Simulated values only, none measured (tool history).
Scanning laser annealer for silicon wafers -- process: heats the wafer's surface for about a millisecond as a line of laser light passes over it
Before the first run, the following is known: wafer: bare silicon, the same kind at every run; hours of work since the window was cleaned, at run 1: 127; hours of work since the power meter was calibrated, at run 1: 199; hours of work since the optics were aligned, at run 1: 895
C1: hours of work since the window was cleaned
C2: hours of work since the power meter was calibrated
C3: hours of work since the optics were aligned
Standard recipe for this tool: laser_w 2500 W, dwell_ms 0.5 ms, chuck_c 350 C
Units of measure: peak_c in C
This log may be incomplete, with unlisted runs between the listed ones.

Run 1, hour 0: usual settings; C1 127; C2 199; C3 895. Result: peak_c 1177 C.
Run 2, hour 11.5: usual settings; C1 132; C2 204; C3 900. Result: peak_c 1179 C.
Run 3, hour 27.6: usual settings; C1 139; C2 211; C3 907. Result: peak_c 1173 C.
Run 4, hour 43.2: usual settings; C1 146; C2 218; C3 914. Result: peak_c 1178 C.
Run 5, hour 59.3: usual settings; C1 153; C2 225; C3 921. Result: peak_c 1180 C.
Run 6, hour 69.3: usual settings; C1 157; C2 229; C3 925. Result: peak_c 1180 C.
Run 7, hour 77.9: usual settings; C1 161; C2 233; C3 929. Result: peak_c 1178 C.
Run 8, hour 87.7: usual settings but dwell_ms 0.4 ms; C1 165; C2 237; C3 933. Result: peak_c 1074 C.
Run 9, hour 100.8: usual settings but dwell_ms 0.4 ms; C1 171; C2 243; C3 939. Result: peak_c 1077 C.
Run 10, hour 116.7: usual settings but laser_w 2255 W; C1 178; C2 250; C3 945. Result: peak_c 1091 C.
Run 11, hour 126.7: usual settings; C1 182; C2 254; C3 950. Result: peak_c 1178 C.
Run 12, hour 139.4: usual settings; C1 187; C2 259; C3 955. Result: peak_c 1181 C.
Run 13, hour 153: usual settings; C1 193; C2 265; C3 961. Result: peak_c 1181 C.
Run 14, hour 162.1: usual settings; C1 197; C2 269; C3 965. Result: peak_c 1181 C.
Run 15, hour 170.8: usual settings but laser_w 2515 W, dwell_ms 0.573 ms, chuck_c 352 C; C1 201; C2 273; C3 969. Result: peak_c 1254 C.
Run 16, hour 180.3: usual settings but laser_w 2515 W, dwell_ms 0.573 ms, chuck_c 352 C; C1 205; C2 277; C3 973. Result: peak_c 1259 C.
Run 17, hour 191.5: usual settings but dwell_ms 0.542 ms, chuck_c 376 C; C1 210; C2 282; C3 978. Result: peak_c 1245 C.
Run 18, hour 207.4: usual settings but dwell_ms 0.438 ms, chuck_c 376 C; C1 217; C2 289; C3 985. Result: peak_c 1143 C.
Run 19, hour 220.3: usual settings but chuck_c 334 C; C1 222; C2 294; C3 990. Result: peak_c 1164 C.
Run 20, hour 233.1: usual settings but laser_w 2642 W, dwell_ms 0.389 ms, chuck_c 329 C; C1 228; C2 300; C3 996. Result: peak_c 1089 C.
Run 21, hour 246.5: usual settings but laser_w 2182 W, dwell_ms 0.501 ms, chuck_c 323 C; C1 234; C2 306; C3 1002. Result: peak_c 1039 C.
Run 22, hour 257.7: usual settings but laser_w 2528 W, chuck_c 341 C; C1 239; C2 311; C3 1006. Result: peak_c 1179 C.
Run 23, hour 271.8: usual settings but laser_w 2371 W, dwell_ms 0.406 ms, chuck_c 337 C; C1 245; C2 317; C3 1013. Result: peak_c 1028 C.
Run 24, hour 282.2: usual settings but laser_w 2371 W, dwell_ms 0.406 ms, chuck_c 337 C; C1 249; C2 321; C3 1017. Result: peak_c 1029 C.
Run 25, hour 291.6: usual settings but dwell_ms 0.522 ms; C1 253; C2 325; C3 1021. Result: peak_c 1202 C.

3 ways to go on from here, each from the tool as it stands after run 25. What would each give?
Run A, hour 303.7: usual settings but laser_w 2426 W, dwell_ms 0.367 ms, chuck_c 326 C; C1 259; C2 331; C3 1026. Result: peak_c ?.
Run B, hour 303.7: usual settings but laser_w 2629 W, dwell_ms 0.609 ms, chuck_c 370 C; C1 259; C2 331; C3 1026. Result: peak_c ?.
Run C, hour 303.7: usual settings but dwell_ms 0.596 ms; C1 259; C2 331; C3 1026. Result: peak_c ?.

run  peak_c
  A     991
  B    1352
  C    1270
With the hidden condition removed and each run's random variation left untouched, the same runs would have given:
run  peak_c
  A     991
  B    1353
  C    1270
